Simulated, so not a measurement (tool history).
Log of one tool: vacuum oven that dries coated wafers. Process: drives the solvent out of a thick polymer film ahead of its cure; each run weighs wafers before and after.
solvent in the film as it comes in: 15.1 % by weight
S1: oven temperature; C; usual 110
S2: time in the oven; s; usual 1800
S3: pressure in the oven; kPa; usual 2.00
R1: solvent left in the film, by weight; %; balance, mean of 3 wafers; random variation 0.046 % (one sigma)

run,hour,S1,S2,S3,R1
1,0.0,110,1800,2.00,1.56
2,15.0,110,1800,2.00,1.49
3,32.4,110,2760,2.00,0.99
4,55.9,110,2760,2.00,0.99
5,78.2,110,2760,2.00,0.95
6,104.2,110,2760,2.00,0.88
7,137.5,110,2760,2.00,0.93
8,160.2,110,2760,2.00,0.83
9,189.9,110,2760,2.00,0.96
10,206.1,110,2760,2.00,0.91
11,235.2,110,2760,2.00,1.06
12,257.1,110,2760,2.00,0.97
13,274.2,110,2760,2.00,0.87
14,302.8,110,1140,2.00,2.99
15,326.7,109,1800,2.38,1.95
16,358.6,107,1980,2.42,2.14
17,386.6,124,1980,7.84,1.82
18,417.9,124,1980,7.33,1.62
19,448.0,110,2640,2.00,1.06
20,481.1,110,2640,2.00,1.05
21,506.7,110,2640,2.00,1.03
22,521.2,109,1980,6.86,3.36
23,535.7,118,1980,5.09,1.52
24,561.2,96,1980,5.09,6.19
25,575.9,103,1500,4.99,5.06
26,609.6,106,1020,2.70,4.81
27,624.5,106,1020,2.70,4.73
28,653.1,106,1020,2.70,4.88

3 ways to go on from here, each from the tool as it stands after run 28. What would each give?
A,679.6,108,3120,6.98,?
B,679.6,119,2400,1.19,?
C,679.6,125,1800,2.00,?

run,R1
A,2.85
B,0.33
C,0.55
Without the tool's hidden state the same runs would have given:
run,R1
A,2.64
B,0.27
C,0.50

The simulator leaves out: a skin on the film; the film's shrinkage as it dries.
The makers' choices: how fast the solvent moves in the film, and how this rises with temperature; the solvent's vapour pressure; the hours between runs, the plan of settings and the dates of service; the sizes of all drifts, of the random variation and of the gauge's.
